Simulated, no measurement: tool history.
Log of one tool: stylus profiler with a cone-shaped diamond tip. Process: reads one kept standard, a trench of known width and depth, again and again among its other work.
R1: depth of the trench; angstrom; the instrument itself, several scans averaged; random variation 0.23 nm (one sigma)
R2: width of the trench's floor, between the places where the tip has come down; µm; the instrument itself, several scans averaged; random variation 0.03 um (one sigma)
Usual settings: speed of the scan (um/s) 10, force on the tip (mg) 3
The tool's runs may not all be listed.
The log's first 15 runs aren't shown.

Run 16, day 9.508: usual settings but force on the tip (mg) 3.69. Result: R1 10195 angstrom, R2 96.32 µm.
Run 17, day 10.025: usual settings but force on the tip (mg) 3.69. Result: R1 10193.2 angstrom, R2 96.33 µm.
Run 18, day 10.954: usual settings but force on the tip (mg) 3.69. Result: R1 10187.2 angstrom, R2 96.3 µm.
Run 19, day 11.858: usual settings but force on the tip (mg) 3.69. Result: R1 10192.7 angstrom, R2 96.37 µm.
Run 20, day 12.288: usual settings but force on the tip (mg) 2.25. Result: R1 10125.3 angstrom, R2 96.38 µm.
Run 21, day 13.054: usual settings but speed of the scan (um/s) 8, force on the tip (mg) 1.78. Result: R1 10104.1 angstrom, R2 96.35 µm.
Run 22, day 13.571: usual settings but speed of the scan (um/s) 16. Result: R1 10159.9 angstrom, R2 96.29 µm.
Run 23, day 14.104: usual settings but speed of the scan (um/s) 3, force on the tip (mg) 1.84. Result: R1 10109.6 angstrom, R2 96.34 µm.
Run 24, day 14.504: usual settings but force on the tip (mg) 8.4. Result: R1 10358 angstrom, R2 96.33 µm.
Run 25, day 14.9: usual settings but force on the tip (mg) 1.45. Result: R1 10090.2 angstrom, R2 96.34 µm.
Run 26, day 15.317: usual settings but speed of the scan (um/s) 15, force on the tip (mg) 3.56. Result: R1 10182.8 angstrom, R2 96.35 µm.
Run 27, day 15.692: usual settings but speed of the scan (um/s) 15, force on the tip (mg) 3.56. Result: R1 10184.5 angstrom, R2 96.26 µm.
Run 28, day 16.296: usual settings but speed of the scan (um/s) 15, force on the tip (mg) 3.56. Result: R1 10184 angstrom, R2 96.24 µm.
Run 29, day 17.062: usual settings but speed of the scan (um/s) 4, force on the tip (mg) 6.47. Result: R1 10294.7 angstrom, R2 96.31 µm.
Run 30, day 17.729: usual settings but speed of the scan (um/s) 15, force on the tip (mg) 5.86. Result: R1 10270.9 angstrom, R2 96.26 µm.
Run 31, day 18.104: usual settings but force on the tip (mg) 5.86. Result: R1 10270 angstrom, R2 96.3 µm.
Run 32, day 18.575: usual settings but force on the tip (mg) 5.86. Result: R1 10270 angstrom, R2 96.27 µm.
Run 33, day 19.254: usual settings but force on the tip (mg) 5.86. Result: R1 10270.1 angstrom, R2 96.25 µm.
Run 34, day 19.712: usual settings but speed of the scan (um/s) 3, force on the tip (mg) 2.1. Result: R1 10114.8 angstrom, R2 96.29 µm.
Run 35, day 20.567: usual settings but speed of the scan (um/s) 26, force on the tip (mg) 2.56. Result: R1 10138.5 angstrom, R2 96.25 µm.
Run 36, day 21.108: usual settings but speed of the scan (um/s) 30, force on the tip (mg) 2.97. Result: R1 10156.2 angstrom, R2 96.26 µm.
Run 37, day 21.929: usual settings but speed of the scan (um/s) 38, force on the tip (mg) 4.2. Result: R1 10204.8 angstrom, R2 96.18 µm.

Forecast each of these 3 alternatives for the next run:
Run A, day 22.608: usual settings but speed of the scan (um/s) 7, force on the tip (mg) 7.59. Result: R1 ?, R2 ?.
Run B, day 22.608: usual settings but speed of the scan (um/s) 3, force on the tip (mg) 2.28. Result: R1 ?, R2 ?.
Run C, day 22.608: usual settings but speed of the scan (um/s) 7, force on the tip (mg) 6.04. Result: R1 ?, R2 ?.

run       R1     R2
  A  10328.8   96.3
  B    10120  96.29
  C    10276  96.28
Without the tool's hidden state the same runs would have given:
run       R1     R2
  A    10374  96.54
  B  10164.3  96.53
  C    10321  96.52
